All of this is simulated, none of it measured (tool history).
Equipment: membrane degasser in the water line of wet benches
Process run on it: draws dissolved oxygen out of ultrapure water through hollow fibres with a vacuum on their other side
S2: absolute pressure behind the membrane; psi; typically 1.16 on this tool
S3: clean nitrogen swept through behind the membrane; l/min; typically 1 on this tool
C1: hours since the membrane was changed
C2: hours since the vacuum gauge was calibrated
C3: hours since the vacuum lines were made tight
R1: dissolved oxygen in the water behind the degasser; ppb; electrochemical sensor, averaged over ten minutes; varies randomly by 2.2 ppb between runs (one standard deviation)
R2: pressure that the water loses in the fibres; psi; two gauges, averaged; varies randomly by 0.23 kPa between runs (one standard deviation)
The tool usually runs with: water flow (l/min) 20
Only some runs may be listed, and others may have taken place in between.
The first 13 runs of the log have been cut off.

Run 14, hour 1066.4: usual settings but S2 0.777 psi; C1 5502; C2 282; C3 2974. Result: R1 204.9 ppb, R2 8.978 psi.
Run 15, hour 1178.9: usual settings but S2 2.324 psi; C1 5615; C2 394; C3 3087. Result: R1 636.2 ppb, R2 8.862 psi.
Run 16, hour 1230.2: usual settings but S2 2.324 psi; C1 5666; C2 446; C3 3138. Result: R1 642.1 ppb, R2 8.937 psi.
Run 17, hour 1309.1: usual settings but water flow (l/min) 14, S2 1.155 psi, S3 1.83 l/min; C1 5745; C2 525; C3 3217. Result: R1 113.7 ppb, R2 6.247 psi.
At hour 1408.7: vacuum gauge calibrated, once more.
Run 18, hour 1408.7: usual settings but water flow (l/min) 14, S2 0.944 psi, S3 0.72 l/min; C1 5844; C2 0; C3 3316. Result: R1 158.6 ppb, R2 6.271 psi.
Run 19, hour 1524.8: usual settings but water flow (l/min) 14, S2 1.311 psi, S3 1.05 l/min; C1 5960; C2 116; C3 3432. Result: R1 195.9 ppb, R2 6.248 psi.
Run 20, hour 1574.3: usual settings but water flow (l/min) 14, S2 1.311 psi, S3 2.63 l/min; C1 6010; C2 166; C3 3482. Result: R1 91.3 ppb, R2 6.25 psi.
Run 21, hour 1683.6: usual settings but S2 0.734 psi, S3 2.08 l/min; C1 6119; C2 275; C3 3591. Result: R1 131.2 ppb, R2 8.971 psi.
Run 22, hour 1779.8: usual settings but S2 0.734 psi, S3 2.08 l/min; C1 6215; C2 371; C3 3687. Result: R1 129.4 ppb, R2 8.855 psi.
Run 23, hour 1834.6: usual settings but S2 0.953 psi, S3 1.91 l/min; C1 6270; C2 426; C3 3742. Result: R1 171.7 ppb, R2 8.927 psi.
Run 24, hour 1899.2: usual settings but water flow (l/min) 19, S2 2.023 psi, S3 1.6 l/min; C1 6335; C2 490; C3 3806. Result: R1 355.2 ppb, R2 8.495 psi.
Run 25, hour 1962.9: usual settings but water flow (l/min) 19, S2 2.886 psi, S3 0.88 l/min; C1 6398; C2 554; C3 3870. Result: R1 802.9 ppb, R2 8.521 psi.
Run 26, hour 2024.9: usual settings but water flow (l/min) 29, S2 2.886 psi, S3 0.86 l/min; C1 6460; C2 616; C3 3932. Result: R1 1288.1 ppb, R2 12.975 psi.
Run 27, hour 2123.4: usual settings but water flow (l/min) 14, S2 0.819 psi, S3 0.73 l/min; C1 6559; C2 715; C3 4031. Result: R1 122.3 ppb, R2 6.24 psi.
Run 28, hour 2186.4: usual settings but water flow (l/min) 12, S2 1.974 psi, S3 0.73 l/min; C1 6622; C2 778; C3 4094. Result: R1 380.1 ppb, R2 5.358 psi.
Run 29, hour 2302.1: usual settings but water flow (l/min) 12, S2 1.974 psi, S3 0.73 l/min; C1 6738; C2 893; C3 4209. Result: R1 377.6 ppb, R2 5.363 psi.
Run 30, hour 2418.2: usual settings but water flow (l/min) 28, S2 1.02 psi, S3 1.77 l/min; C1 6854; C2 1009; C3 4325. Result: R1 420.3 ppb, R2 12.601 psi.
Run 31, hour 2519.2: usual settings but water flow (l/min) 28, S2 1.02 psi, S3 1.77 l/min; C1 6955; C2 1110; C3 4426. Result: R1 429.3 ppb, R2 12.601 psi.
Run 32, hour 2602.4: usual settings but water flow (l/min) 28, S2 1.556 psi, S3 0.55 l/min; C1 7038; C2 1194; C3 4510. Result: R1 942.3 ppb, R2 12.572 psi.

Branching from run 32: 4 alternative next runs. What would each branch give?
Run A, hour 2721.4: usual settings but water flow (l/min) 21, S2 1.672 psi, S3 1.4 l/min; C1 7157; C2 1313; C3 4629. Result: R1 ?, R2 ?.
Run B, hour 2721.4: usual settings but water flow (l/min) 28, S2 1.666 psi, S3 1.04 l/min; C1 7157; C2 1313; C3 4629. Result: R1 ?, R2 ?.
Run C, hour 2721.4: usual settings but water flow (l/min) 19, S2 1.556 psi, S3 2.1 l/min; C1 7157; C2 1313; C3 4629. Result: R1 ?, R2 ?.
Run D, hour 2721.4: usual settings but water flow (l/min) 17, S2 2.221 psi; C1 7157; C2 1313; C3 4629. Result: R1 ?, R2 ?.

run     R1      R2
  A    390   9.435
  B  729.3  12.572
  C  232.8   8.515
  D  493.2   7.636
Had the tool no hidden state, the same runs would have come out as:
run     R1      R2
  A  368.3   9.058
  B  690.2  12.069
  C  216.9   8.176
  D  478.4   7.332

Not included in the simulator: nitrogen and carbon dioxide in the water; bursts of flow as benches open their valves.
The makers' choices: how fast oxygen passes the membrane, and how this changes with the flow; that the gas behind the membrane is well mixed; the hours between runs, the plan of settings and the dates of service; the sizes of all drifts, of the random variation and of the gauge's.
